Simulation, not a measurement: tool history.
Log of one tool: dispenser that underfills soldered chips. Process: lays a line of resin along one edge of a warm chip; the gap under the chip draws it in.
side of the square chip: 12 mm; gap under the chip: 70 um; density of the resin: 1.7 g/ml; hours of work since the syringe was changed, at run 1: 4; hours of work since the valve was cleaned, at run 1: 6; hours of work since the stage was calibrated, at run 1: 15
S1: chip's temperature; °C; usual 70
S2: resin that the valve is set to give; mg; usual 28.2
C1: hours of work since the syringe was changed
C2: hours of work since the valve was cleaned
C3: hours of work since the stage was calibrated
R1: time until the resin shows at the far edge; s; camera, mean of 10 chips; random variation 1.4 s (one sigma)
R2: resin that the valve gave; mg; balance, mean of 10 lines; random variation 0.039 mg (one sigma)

run  hour  S1    S2  C1  C2  C3     R1     R2
  1   0.0  70  28.2   4   6  15  154.6  28.22
  2   4.9  70  28.2   7   9  18  176.0  28.13
      8.8  -- new syringe of resin
  3  10.3  70  28.2   1  12  21  137.3  28.11
  4  12.9  59  28.2   3  14  22  228.4  28.16
  5  17.7  70  27.6   6  17  25  166.2  27.50
  6  20.6  70  28.2   7  18  27  178.5  28.15
     23.0  -- new syringe of resin
  7  24.6  70  28.2   1  21  30  138.1  27.96
  8  27.1  70  28.2   3  22  31  142.8  28.01
  9  31.7  70  28.2   5  25  34  161.9  28.02
 10  35.6  70  28.2   8  28  36  178.2  27.98
     37.4  -- new syringe of resin
 11  40.7  70  36.4   2  31  39  139.3  35.87
 12  44.4  70  36.4   4  33  42  154.0  35.88
 13  47.0  70  27.8   6  34  43  167.3  27.43
 14  49.6  57  31.2   8  36  45  304.0  30.81
     51.7  -- new syringe of resin
 15  53.1  57  26.7   1  38  47  232.7  26.28
 16  57.9  74  35.3   4  41  50  129.4  34.68
 17  60.4  60  26.3   5  43  51  245.0  25.86
 18  63.1  60  26.3   7  44  53  264.0  25.84
     66.0  -- new syringe of resin
 19  67.5  72  35.1   1  47  56  129.2  34.46
     69.1  -- dispensing valve cleaned and set on the balance
 20  71.3  72  24.6   3   1  57  136.4  24.46
 21  75.1  81  30.5   5   4  60  108.0  30.40

4 ways to go on from here, each from the tool as it stands after run 21. What would each give?
  A  79.5  81  25.0   8   6  63   ?   ?
  B  79.5  70  28.4   8   6  63   ?   ?
  C  79.5  60  31.0   8   6  63   ?   ?
  D  79.5  84  30.9   8   6  63   ?   ?

run     R1     R2
  A  125.3  24.85
  B  183.7  28.20
  C  272.4  30.86
  D  107.9  30.74
Without the tool's hidden state the same runs would have given:
run     R1     R2
  A   90.5  24.99
  B  132.3  28.36
  C  196.1  31.04
  D   77.9  30.91

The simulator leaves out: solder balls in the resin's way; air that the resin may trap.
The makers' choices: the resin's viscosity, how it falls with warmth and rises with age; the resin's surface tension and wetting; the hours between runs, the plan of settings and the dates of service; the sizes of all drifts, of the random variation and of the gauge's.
